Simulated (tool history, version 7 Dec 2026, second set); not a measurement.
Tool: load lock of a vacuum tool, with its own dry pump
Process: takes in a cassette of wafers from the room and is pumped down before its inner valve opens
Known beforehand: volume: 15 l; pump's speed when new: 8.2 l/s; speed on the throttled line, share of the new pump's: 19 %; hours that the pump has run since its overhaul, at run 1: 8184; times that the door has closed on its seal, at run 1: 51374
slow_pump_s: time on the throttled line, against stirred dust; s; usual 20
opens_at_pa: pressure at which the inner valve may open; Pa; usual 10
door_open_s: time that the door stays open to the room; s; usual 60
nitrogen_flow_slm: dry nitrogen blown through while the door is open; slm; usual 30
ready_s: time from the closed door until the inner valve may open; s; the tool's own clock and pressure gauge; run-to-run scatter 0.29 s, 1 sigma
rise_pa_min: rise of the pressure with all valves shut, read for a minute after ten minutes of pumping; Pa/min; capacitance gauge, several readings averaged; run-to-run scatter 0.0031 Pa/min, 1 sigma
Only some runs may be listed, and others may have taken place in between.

run,hour,slow_pump_s,opens_at_pa,door_open_s,nitrogen_flow_slm,hours that the pump has run since its overhaul,times that the door has closed on its seal,"incoming humidity of the room's air, %",ready_s,rise_pa_min
1,0,20,10,60,30,8184,51374,45.2,35.7,0.367
2,306.7,20,10,60,30,8490,52661,44.5,35.8,0.378
3,635.7,20,10,60,21,8819,54041,45.3,35.5,0.411
4,1074.9,20,10,60,21,9259,55884,47.7,36,0.428
5,1426.3,20,10,60,21,9610,57359,44.6,36.1,0.434
6,1921.5,20,10,60,21,10105,59437,42,36.2,0.461
7,2211.4,20,10,60,21,10395,60653,47.1,36.9,0.473
8,2610.4,20,10,60,21,10794,62327,44.1,36.5,0.51
# hour 2803.3: door's seal changed, seat wiped
9,2894,20,10,30,30,11076,380,42.2,37.2,0.046
10,3333.3,20,20,26,19,11516,2223,43.7,35.3,0.059
# hour 3799.9: dry pump taken out, an overhauled one fitted
11,3813.5,20,11,39,11,14,4213,47.9,32.6,0.087
12,4075.6,20,11,39,11,276,5313,40.8,33.6,0.086
13,4389.6,20,11,39,11,590,6631,43,32.9,0.085
14,4785.8,22,11,80,4,986,8293,46.1,34.8,0.141
15,5295.5,39,10,192,30,1496,10432,48,48.6,0.134
16,5563.7,20,8,60,12,1764,11558,42.4,34.6,0.116
17,6077.2,38,10,101,30,2277,13712,45.8,47.9,0.12
18,6307.3,26,8,101,33,2507,14678,45.7,39.1,0.123

Forecast each of these 3 alternatives for the next run:
A,6840.8,20,10,60,17,3041,16916,42,?,?
B,6840.8,20,10,60,21,3041,16916,44.5,?,?
C,6840.8,21,10,60,30,3041,16916,43.7,?,?

run,ready_s,rise_pa_min
A,33.4,0.127
B,34,0.135
C,34.8,0.114
Take away the tool's hidden state, keep each run's random variation, and the runs would have read:
run,ready_s,rise_pa_min
A,32.6,0.062
B,33.2,0.07
C,34,0.052
